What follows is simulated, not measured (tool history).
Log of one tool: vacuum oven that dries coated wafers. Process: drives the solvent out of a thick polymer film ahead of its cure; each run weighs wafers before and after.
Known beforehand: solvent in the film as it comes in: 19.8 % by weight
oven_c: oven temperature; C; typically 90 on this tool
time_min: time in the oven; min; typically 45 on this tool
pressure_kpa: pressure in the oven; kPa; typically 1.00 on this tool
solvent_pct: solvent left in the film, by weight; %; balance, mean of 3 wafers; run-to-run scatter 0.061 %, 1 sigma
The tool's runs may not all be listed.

run	hour	oven_c	time_min	pressure_kpa	solvent_pct
1	0.0	90	45	1.00	4.08
2	54.9	88	45	1.00	4.89
3	144.1	88	45	1.00	4.99
4	210.1	88	45	1.00	4.95
5	315.8	78	45	1.00	9.49
6	361.7	78	45	0.92	9.41
7	407.0	78	45	0.92	9.61
8	475.0	78	45	0.92	9.58
9	569.8	90	45	1.00	4.32
10	667.1	90	45	1.00	4.41
11	743.6	105	45	1.00	0.84
# hour 792.0: oven's thermocouples calibrated
12	802.8	105	45	1.00	0.83
13	896.5	90	45	1.00	4.15
14	953.4	90	45	1.00	4.18
15	1054.9	90	45	1.00	4.20
16	1101.8	101	68	1.07	0.82
17	1180.3	78	26	1.07	12.00
18	1245.8	78	26	1.07	12.03
19	1296.4	90	52	1.00	3.61
20	1390.0	104	66	0.80	0.73
21	1458.5	104	66	0.80	0.69
22	1510.9	90	65	1.00	2.85
23	1583.2	90	26	0.80	7.21
24	1678.0	96	81	0.80	1.25
25	1768.7	90	22	0.55	8.39
26	1864.2	87	43	1.00	6.21
27	1914.9	90	40	1.49	5.53
28	1986.3	79	32	2.12	11.56
29	2051.1	92	32	0.59	5.40

Branching from run 29: 4 alternative next runs. What would each branch give?
A	2143.5	92	27	3.35	?
B	2143.5	92	78	0.60	?
C	2143.5	88	34	1.04	?
D	2143.5	78	32	1.35	?

run	solvent_pct
A	7.72
B	1.83
C	7.09
D	11.79
Had the tool no hidden state, the same runs would have come out as:
run	solvent_pct
A	6.60
B	0.91
C	5.90
D	10.68
